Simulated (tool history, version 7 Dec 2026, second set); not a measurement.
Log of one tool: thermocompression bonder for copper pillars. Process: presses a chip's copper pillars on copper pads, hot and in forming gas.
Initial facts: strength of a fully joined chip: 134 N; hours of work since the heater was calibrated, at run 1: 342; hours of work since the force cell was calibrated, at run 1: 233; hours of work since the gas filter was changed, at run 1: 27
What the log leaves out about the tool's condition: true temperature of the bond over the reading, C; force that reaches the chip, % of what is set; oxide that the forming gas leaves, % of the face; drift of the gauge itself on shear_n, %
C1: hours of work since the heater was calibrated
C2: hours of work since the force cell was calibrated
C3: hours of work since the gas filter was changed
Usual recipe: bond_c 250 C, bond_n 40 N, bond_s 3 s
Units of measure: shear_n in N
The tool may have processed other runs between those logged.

Run 1, hour 0: usual settings; C1 342; C2 233; C3 27. Result: shear_n 94.9 N.
Run 2, hour 28.2: usual settings; C1 360; C2 250; C3 44. Result: shear_n 95 N.
Run 3, hour 68.9: usual settings; C1 384; C2 275; C3 68. Result: shear_n 94.7 N.
Run 4, hour 109.6: usual settings; C1 409; C2 300; C3 93. Result: shear_n 93.1 N.
Run 5, hour 141.7: usual settings; C1 428; C2 319; C3 113. Result: shear_n 91.5 N.
Run 6, hour 186.5: usual settings; C1 455; C2 346; C3 140. Result: shear_n 92.6 N.
Run 7, hour 222.1: usual settings but bond_n 53 N; C1 477; C2 368; C3 161. Result: shear_n 106.7 N.
Run 8, hour 263: usual settings but bond_n 53 N; C1 502; C2 392; C3 186. Result: shear_n 106.9 N.
At hour 285.5: forming gas filter changed.
Run 9, hour 289.6: usual settings but bond_c 237 C, bond_n 29 N, bond_s 5 s; C1 518; C2 408; C3 2. Result: shear_n 76.4 N.
Run 10, hour 318.3: usual settings but bond_c 237 C, bond_n 29 N, bond_s 5 s; C1 535; C2 426; C3 20. Result: shear_n 76.3 N.
Run 11, hour 347.7: usual settings but bond_c 270 C, bond_n 52 N, bond_s 6 s; C1 553; C2 443; C3 38. Result: shear_n 128.8 N.
Run 12, hour 372.9: usual settings but bond_c 270 C, bond_n 52 N, bond_s 6 s; C1 568; C2 459; C3 53. Result: shear_n 127.5 N.
Run 13, hour 410.4: usual settings but bond_n 24 N; C1 591; C2 481; C3 76. Result: shear_n 61.5 N.
Run 14, hour 453.8: usual settings but bond_n 48 N; C1 617; C2 508; C3 102. Result: shear_n 102.2 N.
Run 15, hour 477.2: usual settings but bond_c 234 C, bond_n 28 N, bond_s 5 s; C1 631; C2 522; C3 116. Result: shear_n 69.1 N.
Run 16, hour 521.2: usual settings but bond_c 234 C, bond_n 28 N, bond_s 5 s; C1 658; C2 549; C3 143. Result: shear_n 67.2 N.

For each entry between runs, how does the tool's hidden state at the last listed run before it compare with that at the first listed run after it?
After run 8, before run 9: forming gas filter changed (hour 285.5)
  force that reaches the chip, % of what is set: 96.6 -> 96.5; oxide that the forming gas leaves, % of the face: 4.29 -> 0.71
  what was measured, less what the result would be without the hidden state, shear_n: -4.9 -> -0.9 N
